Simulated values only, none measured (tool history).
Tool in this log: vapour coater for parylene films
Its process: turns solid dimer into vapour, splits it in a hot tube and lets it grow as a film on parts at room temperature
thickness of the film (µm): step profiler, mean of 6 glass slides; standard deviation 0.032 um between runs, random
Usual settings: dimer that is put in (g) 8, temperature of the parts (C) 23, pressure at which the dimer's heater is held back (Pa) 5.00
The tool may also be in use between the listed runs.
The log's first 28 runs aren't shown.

| run | day | dimer that is put in (g) | temperature of the parts (C) | pressure at which the dimer's heater is held back (Pa) | hours of work since the trap's valve was overhauled | hours of work since the table's thermometer was calibrated | thickness of the film (µm) |
|---|---|---|---|---|---|---|---|
| 29 | 18.104 | 8 | 24 | 8.36 | 125 | 33 | 2.61 |
| 30 | 18.529 | 8 | 17 | 7.42 | 129 | 38 | 3.06 |
| 31 | 19.050 | 8 | 17 | 7.42 | 134 | 43 | 3.06 |
| 32 | 19.700 | 4 | 24 | 7.57 | 140 | 49 | 1.31 |
| 33 | 20.358 | 5 | 23 | 2.70 | 147 | 56 | 2.12 |
| 34 | 21.175 | 4 | 25 | 9.87 | 155 | 64 | 1.21 |
| 35 | 21.700 | 3 | 20 | 3.34 | 160 | 69 | 1.28 |
| 36 | 22.483 | 3 | 20 | 3.34 | 168 | 76 | 1.24 |
| 37 | 23.362 | 5 | 32 | 3.09 | 177 | 85 | 1.63 |
| 38 | 23.979 | 4 | 28 | 3.99 | 183 | 91 | 1.38 |
| 39 | 24.433 | 11 | 32 | 5.17 | 187 | 96 | 3.26 |
| 40 | 24.883 | 11 | 32 | 5.17 | 192 | 100 | 3.30 |
| 41 | 25.488 | 7 | 31 | 5.00 | 198 | 106 | 2.18 |
| 42 | 26.371 | 7 | 15 | 4.00 | 206 | 115 | 3.16 |
| 43 | 26.754 | 8 | 16 | 2.30 | 210 | 119 | 3.97 |
| 44 | 27.288 | 13 | 22 | 2.32 | 215 | 124 | 5.66 |
| 45 | 27.650 | 8 | 18 | 5.00 | 219 | 127 | 3.19 |
| 46 | 28.092 | 6 | 22 | 7.75 | 223 | 132 | 2.04 |

Consider 5 possible next runs. They are alternatives, not a sequence: every one starts from the tool as it was left by run 46. What does each give?
| A | 28.925 | 8 | 30 | 5.89 | 231 | 140 | ? |
| B | 28.925 | 9 | 32 | 4.39 | 231 | 140 | ? |
| C | 28.925 | 6 | 33 | 7.75 | 231 | 140 | ? |
| D | 28.925 | 7 | 22 | 7.11 | 231 | 140 | ? |
| E | 28.925 | 7 | 31 | 5.36 | 231 | 140 | ? |

| run | thickness of the film (µm) |
|---|---|
| A | 2.46 |
| B | 2.73 |
| C | 1.56 |
| D | 2.41 |
| E | 2.08 |
Take away the tool's hidden state, keep each run's random variation, and the runs would have read:
| run | thickness of the film (µm) |
|---|---|
| A | 2.64 |
| B | 2.93 |
| C | 1.67 |
| D | 2.59 |
| E | 2.23 |

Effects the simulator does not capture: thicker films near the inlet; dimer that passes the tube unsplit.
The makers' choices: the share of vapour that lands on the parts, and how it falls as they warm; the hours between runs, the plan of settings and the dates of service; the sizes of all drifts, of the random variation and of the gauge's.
